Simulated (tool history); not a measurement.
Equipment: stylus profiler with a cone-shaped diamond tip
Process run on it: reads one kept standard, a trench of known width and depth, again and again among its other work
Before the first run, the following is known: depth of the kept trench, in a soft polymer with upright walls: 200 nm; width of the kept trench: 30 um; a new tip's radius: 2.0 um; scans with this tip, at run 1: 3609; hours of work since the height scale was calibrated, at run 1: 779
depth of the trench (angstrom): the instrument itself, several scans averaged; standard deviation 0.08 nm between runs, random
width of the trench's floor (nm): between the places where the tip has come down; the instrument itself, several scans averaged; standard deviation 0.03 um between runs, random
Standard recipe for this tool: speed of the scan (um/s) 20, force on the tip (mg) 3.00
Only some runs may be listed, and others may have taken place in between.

run	day	speed of the scan (um/s)	force on the tip (mg)	scans with this tip	hours of work since the height scale was calibrated	depth of the trench (angstrom)	width of the trench's floor (nm)
1	0.000	20	3.00	3609	779	2047.2	28010
2	2.508	20	3.00	3727	804	2047.0	28030
3	4.225	20	3.00	3807	821	2047.4	28070
4	6.496	20	3.00	3913	844	2049.6	28060
5	8.308	20	3.00	3997	862	2046.8	28010
6	10.662	20	3.00	4107	886	2049.1	28020
7	12.204	20	3.00	4179	901	2048.9	28010
8	13.379	20	3.00	4234	913	2049.5	27990
9	14.917	8	5.15	4306	929	2065.1	28060
10	16.183	76	1.88	4365	942	2038.2	27640
11	17.483	10	1.42	4426	955	2033.9	28020
12	18.925	10	1.42	4493	969	2032.7	28080

Predict the results of run 13:
13	21.458	27	7.90	4612	995	?	?

Run 13 produced depth of the trench (angstrom) 2084.1, width of the trench's floor (nm) 28040.
With no hidden state in the tool, this same run would have given depth of the trench (angstrom) 2073.1, width of the trench's floor (nm) 28210.

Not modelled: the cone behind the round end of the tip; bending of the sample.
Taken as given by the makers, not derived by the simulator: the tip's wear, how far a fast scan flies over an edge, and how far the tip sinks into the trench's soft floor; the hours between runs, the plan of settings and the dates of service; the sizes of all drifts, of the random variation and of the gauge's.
